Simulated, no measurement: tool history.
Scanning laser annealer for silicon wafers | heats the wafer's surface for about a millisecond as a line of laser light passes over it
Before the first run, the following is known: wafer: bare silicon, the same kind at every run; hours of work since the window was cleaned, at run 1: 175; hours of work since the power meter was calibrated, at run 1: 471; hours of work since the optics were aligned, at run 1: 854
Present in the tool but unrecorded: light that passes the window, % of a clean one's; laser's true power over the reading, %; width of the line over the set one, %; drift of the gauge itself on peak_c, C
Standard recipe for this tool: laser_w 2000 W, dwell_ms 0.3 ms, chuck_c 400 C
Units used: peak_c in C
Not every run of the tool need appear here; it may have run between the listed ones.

run	hour	laser_w	dwell_ms	chuck_c	hours of work since the window was cleaned	hours of work since the power meter was calibrated	hours of work since the optics were aligned	peak_c
1	0	2000	0.3	400	175	471	854	1207
2	30.3	2000	0.3	400	193	489	872	1206
# hour 37.4: optics aligned, line set to its width
3	58.9	2000	0.255	400	206	502	12	1141
4	101	2000	0.255	400	231	527	37	1141
5	120.8	2000	0.255	400	242	538	48	1139
6	165.1	2000	0.229	400	268	564	74	1095
7	199.5	2000	0.3	400	288	584	94	1206
8	233.3	2000	0.3	360	308	603	114	1164
9	262.7	2000	0.345	368	325	620	131	1233
# hour 280.5: optics aligned, line set to its width, once more
10	299.1	2000	0.345	368	343	639	11	1238
11	327.7	2000	0.345	368	359	655	27	1237
12	356	1916	0.323	437	376	672	44	1240
13	397.1	2064	0.323	437	400	696	68	1304
14	430.5	2064	0.323	437	419	715	87	1302
15	452.4	2123	0.273	400	432	728	100	1214

Branching from run 15: 3 alternative next runs. What would each branch give?
A	484.8	2118	0.219	418	451	746	119	?
B	484.8	2123	0.379	400	451	746	119	?
C	484.8	2123	0.273	393	451	746	119	?

run	peak_c
A	1143
B	1372
C	1209
Take away the tool's hidden state, keep each run's random variation, and the runs would have read:
run	peak_c
A	1149
B	1379
C	1215

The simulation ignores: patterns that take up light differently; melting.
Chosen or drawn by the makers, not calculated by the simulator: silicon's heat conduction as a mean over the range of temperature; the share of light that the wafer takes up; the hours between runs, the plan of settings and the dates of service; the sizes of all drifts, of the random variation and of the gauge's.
